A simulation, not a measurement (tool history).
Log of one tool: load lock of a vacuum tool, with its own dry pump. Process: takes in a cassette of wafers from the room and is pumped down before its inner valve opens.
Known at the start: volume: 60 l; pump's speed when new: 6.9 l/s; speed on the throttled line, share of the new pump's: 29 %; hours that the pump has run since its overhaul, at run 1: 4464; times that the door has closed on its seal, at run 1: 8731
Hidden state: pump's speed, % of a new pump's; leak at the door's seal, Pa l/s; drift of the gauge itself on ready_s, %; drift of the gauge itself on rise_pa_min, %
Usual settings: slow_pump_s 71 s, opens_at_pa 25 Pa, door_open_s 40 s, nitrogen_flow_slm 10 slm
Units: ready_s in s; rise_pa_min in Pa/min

run	hour	slow_pump_s	opens_at_pa	door_open_s	nitrogen_flow_slm	hours that the pump has run since its overhaul	times that the door has closed on its seal	incoming humidity of the room's air, %	ready_s	rise_pa_min
1	0	71	25	40	10	4464	8731	48	122	0.033
2	164.2	71	25	40	10	4629	9295	45.4	124.3	0.033
3	253.9	71	25	40	10	4718	9602	43.4	124.2	0.031
4	358.1	71	25	40	10	4823	9960	47.2	125.1	0.033
5	555.9	71	25	40	10	5020	10639	43.7	123.6	0.03
6	709.6	71	25	40	45	5174	11166	44.5	123	0.014
7	883.9	71	25	92	10	5348	11765	46.3	124	0.061
8	1006.9	71	25	40	10	5471	12187	48.3	122.9	0.038
9	1102	71	25	40	44	5567	12514	39.5	122.5	0.013
10	1225	71	25	40	44	5689	12936	46.9	123.3	0.019
11	1319.5	71	25	40	44	5784	13260	41.5	122.8	0.012
12	1454.2	71	25	40	44	5919	13722	44	122.5	0.015
13	1602	71	25	40	44	6067	14230	45.1	122.7	0.012
14	1695.5	71	19	40	44	6160	14550	47.2	125.8	0.019
15	1807.9	71	19	40	44	6272	14936	43.6	126.5	0.012
16	2015.7	71	19	40	44	6480	15649	48.5	125.4	0.01
17	2105.9	96	22	40	21	6570	15959	44.2	141.9	0.024
18	2289.2	96	22	40	21	6754	16588	46.9	142.9	0.03
19	2425.9	96	22	40	21	6890	17057	41.8	142.4	0.022
20	2552.4	135	25	50	31	7017	17492	44.6	167.2	0.016
21	2720.7	135	25	50	31	7185	18069	40.8	168	0.02
22	2875.8	135	25	50	31	7340	18602	44.5	170.7	0.023
23	2991.3	46	42	182	5	7456	18998	44.2	100.4	0.108
24	3182.7	41	28	188	11	7647	19655	45.9	101.1	0.086
25	3393	41	28	188	11	7857	20377	42.4	101.2	0.073
26	3595.8	71	25	48	6	8060	21073	47.8	123.9	0.047
27	3718.4	84	20	137	4	8183	21493	46.1	135.3	0.1

5 ways to go on from here, each from the tool as it stands after run 27. What would each give?
A	3861	71	25	40	5	8325	21983	46.7	?	?
B	3861	37	39	40	10	8325	21983	42	?	?
C	3861	108	20	114	30	8325	21983	45	?	?
D	3861	75	25	40	10	8325	21983	43.5	?	?
E	3861	61	20	162	10	8325	21983	47.2	?	?

run	ready_s	rise_pa_min
A	123.4	0.042
B	95.4	0.033
C	151.7	0.036
D	124.8	0.028
E	118.6	0.084
Without the tool's hidden state the same runs would have given:
run	ready_s	rise_pa_min
A	123.3	0.042
B	95.3	0.033
C	151.6	0.035
D	124.7	0.028
E	118.6	0.084
